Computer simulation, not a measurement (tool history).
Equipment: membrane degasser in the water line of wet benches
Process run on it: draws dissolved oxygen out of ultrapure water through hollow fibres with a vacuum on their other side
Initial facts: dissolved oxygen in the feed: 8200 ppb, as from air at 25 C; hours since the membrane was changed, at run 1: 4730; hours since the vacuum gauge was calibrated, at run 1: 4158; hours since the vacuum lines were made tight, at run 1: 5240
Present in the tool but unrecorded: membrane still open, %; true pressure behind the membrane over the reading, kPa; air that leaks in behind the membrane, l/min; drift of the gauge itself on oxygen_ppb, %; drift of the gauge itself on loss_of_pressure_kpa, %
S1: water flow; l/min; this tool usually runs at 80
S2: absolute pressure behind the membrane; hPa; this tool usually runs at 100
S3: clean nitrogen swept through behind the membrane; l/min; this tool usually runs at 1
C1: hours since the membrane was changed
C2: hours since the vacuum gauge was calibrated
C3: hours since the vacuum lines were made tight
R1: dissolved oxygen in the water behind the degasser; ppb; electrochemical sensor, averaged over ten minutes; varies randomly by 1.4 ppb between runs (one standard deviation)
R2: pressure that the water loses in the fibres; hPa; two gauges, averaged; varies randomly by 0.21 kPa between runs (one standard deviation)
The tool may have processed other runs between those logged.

{"run": 1, "day": 0.0, "S1": 80, "S2": 100, "S3": 1, "C1": 4730, "C2": 4158, "C3": 5240, "R1": 876.1, "R2": 564.9}
{"run": 2, "day": 11.033, "S1": 80, "S2": 100, "S3": 1, "C1": 4995, "C2": 4423, "C3": 5505, "R1": 877.1, "R2": 562.8}
{"day": 22.25, "done": "vacuum gauge calibrated"}
{"run": 3, "day": 22.25, "S1": 80, "S2": 100, "S3": 1, "C1": 5263, "C2": 0, "C3": 5774, "R1": 889.2, "R2": 562.8}
{"run": 4, "day": 29.671, "S1": 80, "S2": 100, "S3": 1, "C1": 5441, "C2": 178, "C3": 5952, "R1": 888.8, "R2": 565.3}
{"run": 5, "day": 43.371, "S1": 80, "S2": 100, "S3": 1, "C1": 5770, "C2": 507, "C3": 6281, "R1": 891.1, "R2": 566.8}
{"run": 6, "day": 56.775, "S1": 80, "S2": 100, "S3": 0.96, "C1": 6092, "C2": 829, "C3": 6602, "R1": 918.6, "R2": 567.3}
{"run": 7, "day": 67.158, "S1": 67, "S2": 100, "S3": 1, "C1": 6341, "C2": 1078, "C3": 6852, "R1": 792.8, "R2": 477.8}
{"run": 8, "day": 81.708, "S1": 98, "S2": 77, "S3": 1.08, "C1": 6690, "C2": 1427, "C3": 7201, "R1": 691, "R2": 704.8}
{"day": 91.717, "done": "vacuum gauge calibrated, once more"}
{"run": 9, "day": 95.221, "S1": 59, "S2": 77, "S3": 0.63, "C1": 7014, "C2": 84, "C3": 7525, "R1": 641.6, "R2": 422.4}
{"run": 10, "day": 101.721, "S1": 78, "S2": 109, "S3": 0.52, "C1": 7170, "C2": 240, "C3": 7681, "R1": 1363.5, "R2": 556.5}

Consider 3 possible next runs. They are alternatives, not a sequence: every one starts from the tool as it was left by run 10. What does each give?
{"run": "A", "day": 112.2, "S1": 78, "S2": 114, "S3": 2.64, "C1": 7422, "C2": 492, "C3": 7932, "R1": "?", "R2": "?"}
{"run": "B", "day": 112.2, "S1": 100, "S2": 100, "S3": 1, "C1": 7422, "C2": 492, "C3": 7932, "R1": "?", "R2": "?"}
{"run": "C", "day": 112.2, "S1": 78, "S2": 109, "S3": 1.38, "C1": 7422, "C2": 492, "C3": 7932, "R1": "?", "R2": "?"}

run=A R1=509.9 R2=555.5
run=B R1=1001.2 R2=716.4
run=C R1=771.3 R2=557.3
Without the tool's hidden state the same runs would have given:
run=A R1=502.9 R2=537.4
run=B R1=992.2 R2=693.1
run=C R1=764.1 R2=539.1
